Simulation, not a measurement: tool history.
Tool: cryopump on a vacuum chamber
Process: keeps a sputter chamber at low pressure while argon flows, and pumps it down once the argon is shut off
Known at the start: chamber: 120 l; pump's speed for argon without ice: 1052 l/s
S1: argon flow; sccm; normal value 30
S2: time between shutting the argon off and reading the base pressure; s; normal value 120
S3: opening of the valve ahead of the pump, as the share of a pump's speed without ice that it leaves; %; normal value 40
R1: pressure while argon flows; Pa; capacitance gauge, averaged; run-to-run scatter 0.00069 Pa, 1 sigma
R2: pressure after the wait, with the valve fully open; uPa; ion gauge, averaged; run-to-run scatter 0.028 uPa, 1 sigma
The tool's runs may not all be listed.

{"run": 1, "hour": 0.0, "S1": 30, "S2": 120, "S3": 40, "R1": 0.1242, "R2": 4.19}
{"run": 2, "hour": 68.3, "S1": 30, "S2": 187, "S3": 40, "R1": 0.1256, "R2": 3.92}
{"run": 3, "hour": 125.1, "S1": 30, "S2": 187, "S3": 40, "R1": 0.1257, "R2": 3.9}
{"run": 4, "hour": 186.0, "S1": 30, "S2": 187, "S3": 22, "R1": 0.225, "R2": 4.06}
{"run": 5, "hour": 234.3, "S1": 30, "S2": 187, "S3": 22, "R1": 0.2246, "R2": 4.03}
{"run": 6, "hour": 309.1, "S1": 30, "S2": 101, "S3": 40, "R1": 0.1263, "R2": 4.71}
{"run": 7, "hour": 386.5, "S1": 30, "S2": 223, "S3": 40, "R1": 0.1292, "R2": 4}
{"run": 8, "hour": 441.0, "S1": 30, "S2": 223, "S3": 40, "R1": 0.1295, "R2": 4.26}
{"run": 9, "hour": 522.6, "S1": 30, "S2": 223, "S3": 40, "R1": 0.1298, "R2": 4.43}
{"run": 10, "hour": 587.8, "S1": 30, "S2": 223, "S3": 40, "R1": 0.13, "R2": 4.35}
{"run": 11, "hour": 631.4, "S1": 13, "S2": 120, "S3": 40, "R1": 0.0575, "R2": 4.99}
{"run": 12, "hour": 699.2, "S1": 25, "S2": 279, "S3": 20, "R1": 0.2099, "R2": 4.38}
{"run": 13, "hour": 754.4, "S1": 31, "S2": 120, "S3": 26, "R1": 0.2032, "R2": 5.07}
{"run": 14, "hour": 823.7, "S1": 30, "S2": 40, "S3": 19, "R1": 0.2658, "R2": 6.96}
{"run": 15, "hour": 876.0, "S1": 49, "S2": 40, "S3": 17, "R1": 0.4824, "R2": 7.06}
{"run": 16, "hour": 921.2, "S1": 27, "S2": 48, "S3": 42, "R1": 0.1143, "R2": 6.62}
{"run": 17, "hour": 985.7, "S1": 18, "S2": 265, "S3": 32, "R1": 0.0995, "R2": 4.62}
{"run": 18, "hour": 1066.3, "S1": 14, "S2": 156, "S3": 15, "R1": 0.1576, "R2": 5.13}

For some of the steps in R1 from one run to the next: how much would appear even if the tool had no hidden state, given the settings, what came in and random variation, and how much remains for the hidden state plus any gauge scatter that the measured result and the result without hidden state don't share?
Hidden conditions of the tool in this case: pump's speed, % of a pump's without ice; cold plate's temperature, K; leak into the chamber, uPa l/s; drift of the gauge itself on working_pa, %; drift of the gauge itself on base_upa, %.
Run 15 -> 16: S1 49 -> 27, S2 40 -> 48, S3 17 -> 42. R1 -0.3681 Pa: hidden state -0.0087, all else -0.3594.
